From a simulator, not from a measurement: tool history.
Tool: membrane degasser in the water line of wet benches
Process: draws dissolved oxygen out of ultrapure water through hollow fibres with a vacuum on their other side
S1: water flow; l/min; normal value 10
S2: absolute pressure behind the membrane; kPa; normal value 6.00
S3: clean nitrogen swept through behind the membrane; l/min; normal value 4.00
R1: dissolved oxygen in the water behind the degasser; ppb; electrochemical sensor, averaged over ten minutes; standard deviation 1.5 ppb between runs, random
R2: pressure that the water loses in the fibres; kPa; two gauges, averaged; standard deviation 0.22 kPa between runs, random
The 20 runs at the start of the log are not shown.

run	day	S1	S2	S3	R1	R2
21	87.050	10	10.95	2.20	248.1	55.87
22	91.512	10	7.58	10.98	166.8	55.41
23	95.467	12	7.58	4.79	268.7	66.67
24	99.762	6	3.75	4.26	35.6	33.32
25	104.862	6	3.75	4.26	36.5	33.79
26	108.179	6	3.75	4.26	36.6	33.64
27	113.812	6	3.75	4.26	35.9	33.08
28	116.304	6	3.76	7.22	36.0	33.38
29	119.875	7	6.12	8.86	63.8	39.33
30	125.196	7	6.12	8.86	64.5	39.18
31	130.967	7	6.12	8.86	64.7	39.45
32	135.471	7	6.12	8.86	64.4	38.95
33	138.208	7	7.65	6.61	70.4	38.97

3 options for the next run, each taken on its own from the tool as it stands now. Forecast them:
A	142.592	10	6.00	3.08	?	?
B	142.592	9	7.65	2.31	?	?
C	142.592	13	7.65	4.19	?	?

run	R1	R2
A	184.2	55.69
B	167.2	50.37
C	332.9	72.73
Take away the tool's hidden state, keep each run's random variation, and the runs would have read:
run	R1	R2
A	154.2	53.13
B	140.1	48.06
C	286.2	69.39
